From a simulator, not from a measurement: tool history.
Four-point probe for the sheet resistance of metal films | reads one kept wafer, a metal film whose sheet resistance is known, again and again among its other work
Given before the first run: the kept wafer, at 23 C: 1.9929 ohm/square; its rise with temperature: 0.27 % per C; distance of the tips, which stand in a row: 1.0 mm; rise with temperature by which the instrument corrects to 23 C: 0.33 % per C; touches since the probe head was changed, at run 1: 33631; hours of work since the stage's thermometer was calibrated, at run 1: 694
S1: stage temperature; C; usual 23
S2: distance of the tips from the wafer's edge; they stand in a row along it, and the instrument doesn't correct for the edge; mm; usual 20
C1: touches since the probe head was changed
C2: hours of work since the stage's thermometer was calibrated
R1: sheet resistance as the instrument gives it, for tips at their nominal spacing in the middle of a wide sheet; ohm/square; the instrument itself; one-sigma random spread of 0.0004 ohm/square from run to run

| run | hour | S1 | S2 | C1 | C2 | R1 |
|---|---|---|---|---|---|---|
| 1 | 0 | 23 | 20 | 33631 | 694 | 2.003761 |
| 2 | 30.2 | 23 | 20 | 35266 | 718 | 2.004642 |
| 3 | 67.2 | 23 | 4 | 37277 | 747 | 2.066867 |
| 4 | 111.2 | 23 | 20 | 39659 | 782 | 2.003861 |
| 5 | 134.6 | 23 | 20 | 40930 | 801 | 2.003804 |
| 6 | 155.1 | 23 | 19 | 42041 | 817 | 2.003645 |
| 7 | 200.2 | 21 | 20 | 44487 | 853 | 2.005623 |
| 8 | 231.4 | 21 | 20 | 46178 | 878 | 2.005617 |
| 9 | 264.4 | 21 | 20 | 47968 | 905 | 2.004541 |
| 10 | 289.3 | 21 | 20 | 49316 | 924 | 2.004734 |
| 11 | 309.9 | 23 | 14 | 50436 | 941 | 2.005379 |
| 12 | 349.5 | 29 | 35 | 52580 | 973 | 1.992976 |
| 13 | 395.8 | 26 | 4 | 55092 | 1010 | 2.060071 |
| 14 | 441 | 26 | 4 | 57541 | 1046 | 2.059731 |
| 15 | 477.5 | 29 | 4 | 59524 | 1075 | 2.05576 |
| 16 | 516.2 | 29 | 4 | 61624 | 1106 | 2.056564 |
| 17 | 536.3 | 25 | 20 | 62710 | 1122 | 1.998408 |
| 18 | 563.8 | 22 | 36 | 64205 | 1144 | 2.000306 |

Branching from run 18: 3 alternative next runs. What would each branch give?
| A | 606.8 | 33 | 9 | 66532 | 1178 | ? |
| B | 606.8 | 20 | 3 | 66532 | 1178 | ? |
| C | 606.8 | 32 | 45 | 66532 | 1178 | ? |

| run | R1 |
|---|---|
| A | 1.999106 |
| B | 2.114641 |
| C | 1.98765 |
Stripped of hidden state, with their random variation kept, the same runs would have yielded:
| run | R1 |
|---|---|
| A | 1.994081 |
| B | 2.109374 |
| C | 1.982653 |

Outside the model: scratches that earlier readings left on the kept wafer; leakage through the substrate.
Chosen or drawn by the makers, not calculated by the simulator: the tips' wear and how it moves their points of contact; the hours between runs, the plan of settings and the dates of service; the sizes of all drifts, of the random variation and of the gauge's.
